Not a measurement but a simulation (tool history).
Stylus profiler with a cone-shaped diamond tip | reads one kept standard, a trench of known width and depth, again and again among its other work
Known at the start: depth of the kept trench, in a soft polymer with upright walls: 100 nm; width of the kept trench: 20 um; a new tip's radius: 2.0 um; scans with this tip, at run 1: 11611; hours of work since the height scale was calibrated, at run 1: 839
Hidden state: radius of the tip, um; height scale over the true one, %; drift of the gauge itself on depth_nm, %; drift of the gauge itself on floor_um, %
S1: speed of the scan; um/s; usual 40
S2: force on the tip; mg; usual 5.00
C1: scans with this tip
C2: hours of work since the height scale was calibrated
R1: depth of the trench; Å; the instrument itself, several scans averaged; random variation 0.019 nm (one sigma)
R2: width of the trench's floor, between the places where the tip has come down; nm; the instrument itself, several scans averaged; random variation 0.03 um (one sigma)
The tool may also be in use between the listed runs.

run 1 hour=0.0 | S1=40 S2=5.00 | C1=11611 C2=839 | R1=1010.3 R2=18430
run 2 hour=109.7 | S1=40 S2=5.00 | C1=12312 C2=890 | R1=1010.6 R2=18390
run 3 hour=227.1 | S1=40 S2=6.57 | C1=13063 C2=944 | R1=1012.7 R2=18400
run 4 hour=334.3 | S1=40 S2=6.57 | C1=13748 C2=993 | R1=1012.8 R2=18380
run 5 hour=462.3 | S1=40 S2=5.00 | C1=14567 C2=1052 | R1=1010.4 R2=18320
run 6 hour=594.4 | S1=40 S2=5.00 | C1=15411 C2=1113 | R1=1010.3 R2=18390
-- hour=607.3 height scale calibrated on a step standard
run 7 hour=656.6 | S1=40 S2=5.00 | C1=15805 C2=23 | R1=1009.1 R2=18340
run 8 hour=730.7 | S1=40 S2=5.00 | C1=16279 C2=57 | R1=1008.6 R2=18300
run 9 hour=854.1 | S1=40 S2=5.00 | C1=17068 C2=114 | R1=1008.7 R2=18310
-- hour=957.2 height scale calibrated on a step standard, once more
run 10 hour=967.1 | S1=157 S2=5.00 | C1=17787 C2=5 | R1=1012.6 R2=17730
run 11 hour=1024.9 | S1=157 S2=5.00 | C1=18157 C2=31 | R1=1012.9 R2=17800
run 12 hour=1125.2 | S1=157 S2=5.00 | C1=18798 C2=78 | R1=1012.5 R2=17760
run 13 hour=1190.5 | S1=80 S2=5.00 | C1=19216 C2=108 | R1=1012.1 R2=18150
run 14 hour=1273.1 | S1=40 S2=5.00 | C1=19744 C2=146 | R1=1012.2 R2=18280
run 15 hour=1392.6 | S1=40 S2=3.74 | C1=20507 C2=201 | R1=1010.1 R2=18250
run 16 hour=1475.9 | S1=40 S2=3.74 | C1=21040 C2=240 | R1=1009.6 R2=18200
run 17 hour=1534.7 | S1=40 S2=3.74 | C1=21416 C2=267 | R1=1009.9 R2=18210
run 18 hour=1619.3 | S1=40 S2=3.74 | C1=21957 C2=306 | R1=1009.6 R2=18190
run 19 hour=1708.1 | S1=40 S2=5.00 | C1=22525 C2=347 | R1=1011.8 R2=18250
run 20 hour=1794.0 | S1=61 S2=5.00 | C1=23074 C2=387 | R1=1011.8 R2=18130
run 21 hour=1926.8 | S1=40 S2=4.18 | C1=23923 C2=448 | R1=1010.2 R2=18210
run 22 hour=1997.7 | S1=40 S2=4.18 | C1=24376 C2=481 | R1=1010.1 R2=18170
run 23 hour=2103.6 | S1=40 S2=4.18 | C1=25053 C2=530 | R1=1010.1 R2=18150
run 24 hour=2180.2 | S1=113 S2=5.00 | C1=25543 C2=565 | R1=1011.7 R2=17870
run 25 hour=2293.0 | S1=113 S2=5.00 | C1=26264 C2=617 | R1=1011.3 R2=17870
run 26 hour=2418.8 | S1=34 S2=2.01 | C1=27068 C2=675 | R1=1005.3 R2=18110
run 27 hour=2526.0 | S1=88 S2=14.75 | C1=27753 C2=725 | R1=1023.8 R2=18140
run 28 hour=2585.7 | S1=88 S2=14.75 | C1=28135 C2=752 | R1=1024.3 R2=18110
run 29 hour=2705.9 | S1=83 S2=6.29 | C1=28904 C2=808 | R1=1013.0 R2=18000
run 30 hour=2810.1 | S1=75 S2=9.88 | C1=29570 C2=856 | R1=1017.9 R2=18130
run 31 hour=2890.2 | S1=75 S2=9.88 | C1=30082 C2=893 | R1=1017.9 R2=18040
run 32 hour=2985.7 | S1=67 S2=6.49 | C1=30692 C2=937 | R1=1012.9 R2=17970
run 33 hour=3078.0 | S1=33 S2=2.23 | C1=31283 C2=980 | R1=1005.5 R2=18040
run 34 hour=3180.3 | S1=23 S2=8.04 | C1=31937 C2=1027 | R1=1015.5 R2=18180
run 35 hour=3299.9 | S1=29 S2=2.90 | C1=32702 C2=1082 | R1=1006.8 R2=18070
run 36 hour=3377.7 | S1=102 S2=3.88 | C1=33199 C2=1118 | R1=1008.7 R2=17720
-- hour=3384.9 height scale calibrated on a step standard
run 37 hour=3451.9 | S1=102 S2=3.88 | C1=33670 C2=31 | R1=1011.2 R2=17680
run 38 hour=3526.5 | S1=53 S2=8.32 | C1=34146 C2=65 | R1=1018.1 R2=18090
run 39 hour=3658.7 | S1=53 S2=8.32 | C1=34992 C2=126 | R1=1017.9 R2=18040
run 40 hour=3718.7 | S1=53 S2=8.32 | C1=35376 C2=154 | R1=1017.7 R2=18040
run 41 hour=3772.9 | S1=65 S2=2.94 | C1=35722 C2=179 | R1=1008.6 R2=17840
-- hour=3882.9 new tip fitted, height scale calibrated
run 42 hour=3897.2 | S1=43 S2=11.17 | C1=92 C2=7 | R1=1021.6 R2=18560
run 43 hour=4018.7 | S1=66 S2=2.94 | C1=869 C2=63 | R1=1008.8 R2=18280
run 44 hour=4081.4 | S1=22 S2=4.55 | C1=1270 C2=92 | R1=1011.5 R2=18610
run 45 hour=4188.6 | S1=29 S2=5.00 | C1=1955 C2=141 | R1=1012.1 R2=18550
run 46 hour=4314.5 | S1=29 S2=5.00 | C1=2760 C2=199 | R1=1012.3 R2=18620
run 47 hour=4433.0 | S1=29 S2=5.00 | C1=3518 C2=254 | R1=1012.1 R2=18540

Forecast each of these 3 alternatives for the next run:
run A hour=4552.1 | S1=69 S2=5.00 | C1=4279 C2=309 | R1=? R2=?
run B hour=4552.1 | S1=92 S2=5.43 | C1=4279 C2=309 | R1=? R2=?
run C hour=4552.1 | S1=12 S2=4.55 | C1=4279 C2=309 | R1=? R2=?

run=A R1=1012.0 R2=18380
run=B R1=1012.9 R2=18230
run=C R1=1010.9 R2=18640
Without the tool's hidden state the same runs would have given:
run=A R1=1012.3 R2=18480
run=B R1=1013.3 R2=18330
run=C R1=1011.2 R2=18740

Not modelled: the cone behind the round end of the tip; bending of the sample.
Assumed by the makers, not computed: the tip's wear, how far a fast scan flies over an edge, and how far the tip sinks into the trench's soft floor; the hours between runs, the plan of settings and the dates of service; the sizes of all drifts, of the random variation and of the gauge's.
